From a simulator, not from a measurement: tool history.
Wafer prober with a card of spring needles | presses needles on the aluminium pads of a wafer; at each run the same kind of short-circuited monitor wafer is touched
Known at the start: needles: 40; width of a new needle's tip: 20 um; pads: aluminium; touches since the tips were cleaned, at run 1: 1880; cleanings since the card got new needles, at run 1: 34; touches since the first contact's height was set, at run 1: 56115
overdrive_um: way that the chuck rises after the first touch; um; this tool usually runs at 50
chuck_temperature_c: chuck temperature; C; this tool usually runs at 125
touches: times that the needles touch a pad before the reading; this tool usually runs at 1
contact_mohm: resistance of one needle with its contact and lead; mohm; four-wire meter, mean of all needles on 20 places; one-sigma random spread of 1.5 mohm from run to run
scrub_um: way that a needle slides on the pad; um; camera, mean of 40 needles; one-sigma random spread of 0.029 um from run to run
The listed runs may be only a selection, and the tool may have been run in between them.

run,hour,overdrive_um,chuck_temperature_c,touches,touches since the tips were cleaned,cleanings since the card got new needles,touches since the first contact's height was set,contact_mohm,scrub_um
1,0,50,125,1,1880,34,56115,240,8.4
# hour 7: tips cleaned on abrasive film
# hour 18.1: tips cleaned on abrasive film
# hour 29.1: tips cleaned on abrasive film
# hour 39: tips cleaned on abrasive film
2,39,50,125,1,0,38,77901,158,8.41
# hour 41: height of the first contact set anew
# hour 49.2: tips cleaned on abrasive film
# hour 58.5: tips cleaned on abrasive film
# hour 70: tips cleaned on abrasive film
3,76.5,50,125,1,3681,41,19925,272,8.51
# hour 81.2: tips cleaned on abrasive film
# hour 92.6: tips cleaned on abrasive film
# hour 103.5: tips cleaned on abrasive film
# hour 114.6: tips cleaned on abrasive film
4,115.1,50,125,1,273,45,41493,172,8.49
# hour 124.3: tips cleaned on abrasive film
# hour 135.2: tips cleaned on abrasive film
# hour 145.3: tips cleaned on abrasive film
5,145.3,50,125,1,0,48,58399,162,8.44
# hour 156.3: tips cleaned on abrasive film
# hour 167.7: tips cleaned on abrasive film
# hour 178.1: tips cleaned on abrasive film
6,178.1,50,125,1,0,51,76747,155,8.43
# hour 182.7: height of the first contact set anew
# hour 189.4: tips cleaned on abrasive film
7,197,50,125,2,4273,52,8013,227,8.49
# hour 199.4: tips cleaned on abrasive film
# hour 210.3: tips cleaned on abrasive film
# hour 221.1: tips cleaned on abrasive film
# hour 232.1: tips cleaned on abrasive film
8,236.8,50,125,2,2661,56,30291,211,8.48
# hour 241.5: tips cleaned on abrasive film
# hour 252.1: tips cleaned on abrasive film
# hour 262.2: tips cleaned on abrasive film
9,262.2,50,30,1,0,59,44488,141,8.44
# hour 273.8: tips cleaned on abrasive film
# hour 285.3: tips cleaned on abrasive film
# hour 296.8: tips cleaned on abrasive film
10,297.4,50,30,1,306,62,64164,162,8.4
# hour 306.2: tips cleaned on abrasive film
# hour 317.3: tips cleaned on abrasive film
# hour 324.5: height of the first contact set anew
# hour 329.2: tips cleaned on abrasive film
11,335.2,50,30,1,3387,65,5969,279,8.51
# hour 339.8: tips cleaned on abrasive film
# hour 351: tips cleaned on abrasive film
12,358.5,50,42,1,4271,67,19058,296,8.53
# hour 360.9: tips cleaned on abrasive film
# hour 372.3: tips cleaned on abrasive film
# hour 383.2: tips cleaned on abrasive film
13,383.2,50,42,1,0,70,32853,152,8.46
# hour 394.2: tips cleaned on abrasive film
14,403.2,50,42,1,5104,71,44080,302,8.48
# hour 405.6: tips cleaned on abrasive film
# hour 414.8: tips cleaned on abrasive film
# hour 426.3: tips cleaned on abrasive film
15,434.1,32,46,1,4404,74,61396,553,5.34
# hour 436.2: tips cleaned on abrasive film
# hour 446.7: tips cleaned on abrasive film
# hour 458.2: tips cleaned on abrasive film
# hour 465.4: height of the first contact set anew
# hour 467.7: tips cleaned on abrasive film
16,474.6,57,37,1,3873,78,5165,257,9.74
# hour 479.1: tips cleaned on abrasive film
# hour 490.6: tips cleaned on abrasive film
17,494,57,37,1,1881,80,15997,215,9.72
# hour 500.8: tips cleaned on abrasive film
# hour 512.3: tips cleaned on abrasive film
# hour 523.1: tips cleaned on abrasive film
# hour 532.4: tips cleaned on abrasive film
18,536.3,45,85,1,2230,84,39697,298,7.56
# hour 543.3: tips cleaned on abrasive film
# hour 554.6: tips cleaned on abrasive film
# hour 563.9: tips cleaned on abrasive film
19,572.4,40,44,1,4813,87,59929,418,6.69
# hour 574.8: tips cleaned on abrasive film
# hour 586: tips cleaned on abrasive film
# hour 596.6: tips cleaned on abrasive film
# hour 605.5: height of the first contact set anew
# hour 607.9: tips cleaned on abrasive film
20,612.3,52,125,2,2518,91,3809,211,8.86
# hour 618.7: tips cleaned on abrasive film
# hour 630.1: tips cleaned on abrasive film
# hour 641.3: tips cleaned on abrasive film
21,645.7,50,77,2,2493,94,22480,221,8.54
# hour 652.6: tips cleaned on abrasive film
# hour 663.7: tips cleaned on abrasive film
# hour 674.8: tips cleaned on abrasive film
# hour 684.8: tips cleaned on abrasive film
22,684.8,67,98,1,0,98,44387,140,11.36
# hour 695.3: tips cleaned on abrasive film
23,703.6,57,125,1,4674,99,54914,267,9.64
# hour 705.9: tips cleaned on abrasive film
# hour 717.3: tips cleaned on abrasive film
# hour 728.6: tips cleaned on abrasive film
24,735.9,57,125,1,4128,102,72994,268,9.54
# hour 738.2: tips cleaned on abrasive film
# hour 745.4: height of the first contact set anew
# hour 750.1: tips cleaned on abrasive film
# hour 761: tips cleaned on abrasive film
25,761.3,45,86,3,160,105,8872,159,7.66
# hour 772.4: tips cleaned on abrasive film
# hour 783.9: tips cleaned on abrasive film
26,791.1,31,125,2,4086,107,25627,396,5.26
# hour 795.4: tips cleaned on abrasive film
# hour 804.6: tips cleaned on abrasive film
# hour 814.6: tips cleaned on abrasive film
# hour 826.1: tips cleaned on abrasive film
27,829.9,66,52,1,2117,111,47281,205,11.14

Each row is a separate what-if for the run after 27, all from the same tool condition, not one after another. Results?
# hour 836.8: tips cleaned on abrasive film
# hour 848: tips cleaned on abrasive film
A,849.8,55,88,3,1024,113,58424,?,?
# hour 836.8: tips cleaned on abrasive film
# hour 848: tips cleaned on abrasive film
B,849.8,57,69,2,1024,113,58424,?,?
# hour 836.8: tips cleaned on abrasive film
# hour 848: tips cleaned on abrasive film
C,849.8,66,52,2,1024,113,58424,?,?

run,contact_mohm,scrub_um
A,166,9.33
B,177,9.56
C,163,11.23
Stripped of hidden state, with their random variation kept, the same runs would have yielded:
run,contact_mohm,scrub_um
A,136,9.45
B,131,9.68
C,127,11.35

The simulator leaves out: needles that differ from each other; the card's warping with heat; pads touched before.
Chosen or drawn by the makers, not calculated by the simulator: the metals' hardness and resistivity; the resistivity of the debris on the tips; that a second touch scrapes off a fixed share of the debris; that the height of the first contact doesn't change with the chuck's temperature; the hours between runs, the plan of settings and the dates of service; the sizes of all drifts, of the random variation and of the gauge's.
